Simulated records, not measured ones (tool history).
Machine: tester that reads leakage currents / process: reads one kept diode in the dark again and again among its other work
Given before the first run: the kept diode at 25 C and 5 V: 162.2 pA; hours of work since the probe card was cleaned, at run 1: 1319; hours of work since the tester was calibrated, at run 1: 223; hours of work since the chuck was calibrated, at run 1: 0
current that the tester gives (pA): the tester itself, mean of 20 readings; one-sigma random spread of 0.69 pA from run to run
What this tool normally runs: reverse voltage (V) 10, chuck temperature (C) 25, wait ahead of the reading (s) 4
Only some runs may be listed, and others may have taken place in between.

run,hour,reverse voltage (V),chuck temperature (C),wait ahead of the reading (s),hours of work since the probe card was cleaned,hours of work since the tester was calibrated,hours of work since the chuck was calibrated,current that the tester gives (pA)
1,0,10,25,4,1319,223,0,235.26
2,15.2,10,25,7.4,1325,229,6,235.57
3,40,10,25,7.4,1335,239,16,236.54
4,58.6,10,25,0.4,1342,247,24,240.54
5,81.2,10,25,0.4,1351,256,33,239.44
6,96.2,10,25,0.4,1357,262,39,240.13
7,123.3,10,25,4,1368,273,50,236.23
8,154.8,10,25,4,1381,286,63,235.43
9,181.4,10,25,4,1392,296,73,235.62
10,195.9,10,25,4,1398,302,79,236.64
11,218.8,10,25,4,1407,311,89,234.81
12,245.9,4.5,25,0.43,1418,322,100,157.48
13,264,4.5,25,0.43,1425,330,107,158.22
14,286.2,4.5,25,0.43,1434,339,116,157.66
15,306.6,4.5,25,0.43,1443,347,124,157.95
16,330,1.4,59,0.43,1452,356,134,1034.21
17,346.9,1.4,59,0.43,1459,363,140,1032.21
18,363.8,3,20,0.43,1466,370,147,85.39
19,384.7,3,20,0.43,1474,379,156,85.18
20,401.2,10.1,25,9.87,1481,385,162,236.28

4 ways to go on from here, each from the tool as it stands after run 20. What would each give?
A,430.8,3.4,58,1.26,1493,397,174,?
B,430.8,1.7,25,0.36,1493,397,174,?
C,430.8,2.7,25,0.53,1493,397,174,?
D,430.8,10.1,33,9.87,1493,397,174,?

run,current that the tester gives (pA)
A,1512.21
B,95.09
C,120.73
D,442.29
With the hidden condition removed and each run's random variation left untouched, the same runs would have given:
run,current that the tester gives (pA)
A,1522.99
B,94.8
C,119.93
D,439.02
